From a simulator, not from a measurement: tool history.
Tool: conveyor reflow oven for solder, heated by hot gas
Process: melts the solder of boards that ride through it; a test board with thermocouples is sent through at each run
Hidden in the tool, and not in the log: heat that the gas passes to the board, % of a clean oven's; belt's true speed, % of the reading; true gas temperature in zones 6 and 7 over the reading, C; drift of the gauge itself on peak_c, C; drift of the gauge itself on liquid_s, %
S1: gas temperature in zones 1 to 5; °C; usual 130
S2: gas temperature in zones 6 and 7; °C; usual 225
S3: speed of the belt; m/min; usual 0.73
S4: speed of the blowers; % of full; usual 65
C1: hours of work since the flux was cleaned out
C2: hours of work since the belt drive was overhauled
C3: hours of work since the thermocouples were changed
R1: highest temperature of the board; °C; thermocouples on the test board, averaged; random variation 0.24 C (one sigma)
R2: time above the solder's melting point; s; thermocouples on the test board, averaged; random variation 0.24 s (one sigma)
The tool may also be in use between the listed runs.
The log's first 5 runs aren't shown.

run	hour	S1	S2	S3	S4	C1	C2	C3	R1	R2
6	80.3	130	225	0.73	58	47	188	499	199.9	26.4
7	91.6	130	225	0.73	58	53	194	505	200.3	25.7
8	102.9	130	225	0.73	58	59	200	510	199.9	26.5
9	119.6	130	231	0.73	65	67	208	519	207	33
10	135.2	130	231	0.73	65	75	216	527	207	32.9
11	147.5	130	231	0.73	65	82	222	533	207	32.8
12	161.1	130	225	0.607	65	89	229	540	208.5	42.6
13	173.7	130	225	0.607	65	95	236	546	208.2	42.5
14	188.2	130	225	0.607	65	102	243	554	208.2	42.7
15	197.2	130	225	0.607	65	107	248	558	208.7	42.6
16	211.2	124	224	0.826	53	114	255	566	190.8	10.9

Forecast run 17:
17	225.8	124	224	0.826	53	121	262	573	?	?

{"run 17": {"R1": 190.7, "R2": 11.4}}
Without the tool's hidden state the same run would have given R1 190.8 °C, R2 11.4 s.
